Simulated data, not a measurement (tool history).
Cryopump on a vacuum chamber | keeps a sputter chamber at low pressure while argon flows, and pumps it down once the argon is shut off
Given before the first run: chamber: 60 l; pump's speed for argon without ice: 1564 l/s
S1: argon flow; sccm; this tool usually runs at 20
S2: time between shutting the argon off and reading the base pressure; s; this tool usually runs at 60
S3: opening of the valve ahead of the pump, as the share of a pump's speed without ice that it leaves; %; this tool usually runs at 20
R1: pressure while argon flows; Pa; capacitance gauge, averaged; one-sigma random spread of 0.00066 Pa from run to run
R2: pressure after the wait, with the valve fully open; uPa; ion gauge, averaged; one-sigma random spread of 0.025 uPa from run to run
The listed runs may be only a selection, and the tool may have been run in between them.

run 1 day=0 | S1=20 S2=60 S3=20 | R1=0.1162 R2=2.38
run 2 day=2.696 | S1=14 S2=60 S3=20 | R1=0.0817 R2=2.45
run 3 day=4.771 | S1=14 S2=60 S3=18 | R1=0.0897 R2=2.47
run 4 day=6.025 | S1=14 S2=60 S3=18 | R1=0.0904 R2=2.5
run 5 day=8.354 | S1=14 S2=60 S3=18 | R1=0.0908 R2=2.66
run 6 day=10.083 | S1=14 S2=60 S3=18 | R1=0.0913 R2=2.67
run 7 day=12.362 | S1=14 S2=60 S3=18 | R1=0.0906 R2=2.83
run 8 day=15.15 | S1=24 S2=60 S3=18 | R1=0.1572 R2=2.79
run 9 day=16.742 | S1=24 S2=60 S3=18 | R1=0.1587 R2=2.94
run 10 day=19.75 | S1=18 S2=72 S3=50 | R1=0.0397 R2=2.16
run 11 day=21.746 | S1=9 S2=241 S3=23 | R1=0.0421 R2=1.72
run 12 day=23.254 | S1=8 S2=147 S3=20 | R1=0.0433 R2=1.88
run 13 day=25.371 | S1=8 S2=25 S3=46 | R1=0.0187 R2=3.42

Removed from this log: 1 entry logged between the listed runs. Between which two listed runs does each belong, and how does the tool's hidden state at the listed run before it compare with that at the listed run after it?
Run 9 -> run 10: pump warmed up, emptied and cooled again (day 19.508)
  pump's speed, % of a pump's without ice: 65.7 -> 99.4; cold plate's temperature, K: 12.46 -> 12.48; leak into the chamber, uPa l/s: 2194 -> 2252
  difference, measured minus the result without the unlogged condition, R1: +0.0139 -> +0.0003 Pa; R2: +1.94 -> +1.29 uPa
